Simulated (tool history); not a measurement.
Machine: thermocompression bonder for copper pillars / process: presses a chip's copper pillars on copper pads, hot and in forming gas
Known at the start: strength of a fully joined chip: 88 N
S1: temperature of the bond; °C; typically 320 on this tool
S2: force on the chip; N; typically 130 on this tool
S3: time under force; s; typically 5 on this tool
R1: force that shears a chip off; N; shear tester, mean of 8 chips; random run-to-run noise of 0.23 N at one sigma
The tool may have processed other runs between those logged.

run   hour   S1   S2  S3    R1
  1      0  320  130   5  32.9
  2   15.4  320  130   5  32.4
  3   26.5  320   95   5  26.3
  4   37.3  320   95   5    26
  5   55.3  320   95   5  26.7
  6   66.5  320  135   5  33.2
  7   81.9  333  130   5  36.8
  8   95.1  333  130   5  36.6
  9  119.1  333  130   5  36.6
 10  133.9  333  130   5  36.3
 11  150.8  333  130   5    37
 12  162.2  320  130   4  29.4
 13  175.6  320  130   4  28.9
 14  193.9  320  130   4  29.4
 15  205.7  325  130   4  30.8
 16  230.7  325  130   4  30.2
 17    254  325  130   4  30.5
 18  279.4  325  130   4  30.6
     295.8  -- forming gas filter changed
 19  302.9  325  130   4  34.2
 20  322.7  325  130   4  33.8
 21  339.9  320  140   5  36.6
 22    357  340  123  11  53.5
 23  370.3  340  123  11  54.2
 24  394.9  340  123  11  53.3
 25    414  325  130  11  48.6
 26  435.5  325  130  11  48.2
 27  454.6  346  172  12  65.3
 28  477.5  344   87  12  46.2
 29  487.9  334  130   5  39.8
 30  511.3  334   84   5    30
 31  524.3  302  130   5  27.9
 32  540.1  292   82   9  22.6
 33  562.8  319  182  11  53.7
 34    587  319  182  11  53.8
 35  603.9  319  182  11  53.6
 36    627  340  130   5  41.1
 37  649.1  337   82  15  44.9
 38  667.8  337   82  15  44.4
 39    680  337   82  15  44.5

Below are 5 alternative next runs, each starting from the tool's condition after run 39. Predict each:
  A  696.6  306  134   3   ?
  B  696.6  343  130   5   ?
  C  696.6  320  119  15   ?
  D  696.6  332   79   7   ?
  E  696.6  330  191  13   ?

run    R1
  A  23.5
  B  41.9
  C  46.6
  D  31.5
  E  60.6
With no hidden state in the tool, these same runs would have given:
run    R1
  A  24.4
  B    44
  C  48.8
  D  32.9
  E  63.9
